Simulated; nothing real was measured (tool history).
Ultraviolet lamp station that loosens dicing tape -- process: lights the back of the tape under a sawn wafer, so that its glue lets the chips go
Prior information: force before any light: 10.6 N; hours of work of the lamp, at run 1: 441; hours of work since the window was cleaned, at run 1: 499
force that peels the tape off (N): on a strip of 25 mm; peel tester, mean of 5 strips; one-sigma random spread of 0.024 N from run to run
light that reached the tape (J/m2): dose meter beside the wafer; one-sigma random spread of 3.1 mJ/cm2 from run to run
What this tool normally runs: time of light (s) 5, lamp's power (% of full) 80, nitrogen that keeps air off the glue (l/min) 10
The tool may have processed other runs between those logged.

run	hour	time of light (s)	lamp's power (% of full)	nitrogen that keeps air off the glue (l/min)	hours of work of the lamp	hours of work since the window was cleaned	force that peels the tape off (N)	light that reached the tape (J/m2)
1	0	5	80	10	441	499	1.173	4810
2	16	5	80	6	451	509	1.725	4760
3	42.8	5	80	6	468	527	1.736	4800
4	65.1	5	80	15	483	541	0.812	4790
5	91.1	5	80	20	499	558	0.691	4800
6	123.3	5	80	20	520	578	0.702	4760
7	154.8	5	80	20	540	598	0.658	4810
# hour 157.2: window cleaned of glue's vapour
8	179.7	5	80	10	556	14	1.189	4830
9	212.5	5	90	10	577	35	0.944	5430
10	230.5	5	90	10	588	47	0.905	5410
11	258.3	5	90	10	606	65	0.929	5420
12	289.9	5	90	10	626	85	0.932	5390
13	319.3	5	90	10	645	104	0.905	5470
14	344.2	5	80	10	661	120	1.158	4830
15	368.1	5	65	10	677	135	1.702	3920
16	392.5	5	65	10	692	151	1.694	3930
17	408.2	5	80	5	702	161	2.117	4770
18	432.2	2	98	9	718	176	3.716	2380
19	462.4	2	98	9	737	196	3.706	2330
20	500.2	5	80	10	761	220	1.188	4810
21	522.5	5	80	10	776	234	1.179	4860
22	540.6	5	92	10	787	246	0.872	5530
23	559.7	3	91	4	800	258	3.732	3310
24	583	6	86	5	814	273	1.255	6130
25	602.1	5	62	11	827	285	1.778	3740
26	625.1	5	80	4	841	300	2.301	4830
27	643.5	5	95	10	853	312	0.828	5710
28	671.8	3	98	18	871	330	1.406	3490
29	706.5	6	85	18	894	352	0.452	6190
30	727.2	6	85	18	907	365	0.456	6150
31	757.1	2	75	18	926	385	3.606	1810
32	789.3	7	86	14	947	405	0.39	7340
33	823	7	86	14	968	427	0.386	7180

Alternative continuations, all from the tool just after run 33; predict every row:
A	856.9	4	75	8	990	449	?	?
B	856.9	9	63	15	990	449	?	?
C	856.9	7	84	7	990	449	?	?
D	856.9	3	86	14	990	449	?	?

run	force that peels the tape off (N)	light that reached the tape (J/m2)
A	2.21	3640
B	0.393	6770
C	0.717	6990
D	2.026	3050
Take away the tool's hidden state, keep each run's random variation, and the runs would have read:
run	force that peels the tape off (N)	light that reached the tape (J/m2)
A	2.205	3650
B	0.392	6780
C	0.715	7000
D	2.021	3060
